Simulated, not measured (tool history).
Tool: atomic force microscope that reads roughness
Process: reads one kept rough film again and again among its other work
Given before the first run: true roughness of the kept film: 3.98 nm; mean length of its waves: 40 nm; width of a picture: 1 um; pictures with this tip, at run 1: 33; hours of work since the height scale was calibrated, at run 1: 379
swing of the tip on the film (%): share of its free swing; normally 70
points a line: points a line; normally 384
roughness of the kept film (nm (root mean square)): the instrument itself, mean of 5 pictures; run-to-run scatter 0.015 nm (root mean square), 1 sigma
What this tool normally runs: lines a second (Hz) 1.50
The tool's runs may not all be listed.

run,hour,lines a second (Hz),swing of the tip on the film (%),points a line,pictures with this tip,hours of work since the height scale was calibrated,roughness of the kept film (nm (root mean square))
1,0.0,1.50,70,384,33,379,3.434
2,13.3,1.50,70,384,50,389,3.441
3,22.6,1.50,70,384,62,395,3.413
4,34.8,1.50,70,384,78,404,3.398
5,44.4,1.50,70,384,91,410,3.381
6,58.1,1.50,66,384,109,420,3.400
7,67.8,1.50,66,370,121,426,3.362
8,75.2,1.50,66,370,131,431,3.365
9,82.5,1.50,66,456,141,437,3.343
10,94.2,1.50,66,456,156,445,3.329
11,111.2,1.50,66,456,178,456,3.269
12,122.4,0.80,70,384,193,464,3.326
13,130.8,0.80,70,384,204,470,3.319
14,139.1,0.80,70,384,214,476,3.295
15,152.6,1.50,70,384,232,485,3.196
16,165.3,1.50,70,384,248,494,3.165
17,173.8,1.50,70,384,260,500,3.156
18,187.1,1.50,70,384,277,509,3.141
19,198.1,1.50,70,384,291,517,3.126
20,208.1,1.50,70,384,304,523,3.111
21,223.4,1.68,70,384,324,534,3.054
22,237.6,1.50,56,675,343,544,3.156
# hour 239.6: new tip fitted
23,246.4,0.97,70,384,8,550,3.571
24,253.6,1.50,71,408,18,555,3.448
25,263.6,1.50,73,443,31,562,3.409
26,273.9,1.50,78,344,44,569,3.335
27,281.2,1.06,67,344,54,574,3.483
28,290.1,1.06,65,293,65,580,3.478
29,299.0,1.81,70,384,77,586,3.345
30,313.4,1.81,70,384,96,596,3.328
31,329.8,1.50,66,384,117,607,3.379
32,343.1,1.50,66,384,134,617,3.356
33,357.5,1.50,66,384,153,627,3.349
34,368.0,2.95,70,712,167,634,3.132
35,379.8,2.95,72,257,182,642,3.078
36,392.0,0.82,70,384,198,650,3.325
37,405.5,0.82,70,384,216,660,3.276
38,415.9,0.65,59,366,229,667,3.346
39,431.7,0.65,59,366,250,678,3.316
40,446.4,0.65,59,366,269,688,3.276
41,463.6,3.51,85,677,292,700,2.602

Consider 3 possible next runs. They are alternatives, not a sequence: every one starts from the tool as it was left by run 41. What does each give?
A,477.5,1.50,70,628,310,710,?
B,477.5,3.94,85,378,310,710,?
C,477.5,0.54,60,360,310,710,?

run,roughness of the kept film (nm (root mean square))
A,3.084
B,2.510
C,3.219
With the hidden condition removed and each run's random variation left untouched, the same runs would have given:
run,roughness of the kept film (nm (root mean square))
A,3.499
B,2.847
C,3.651
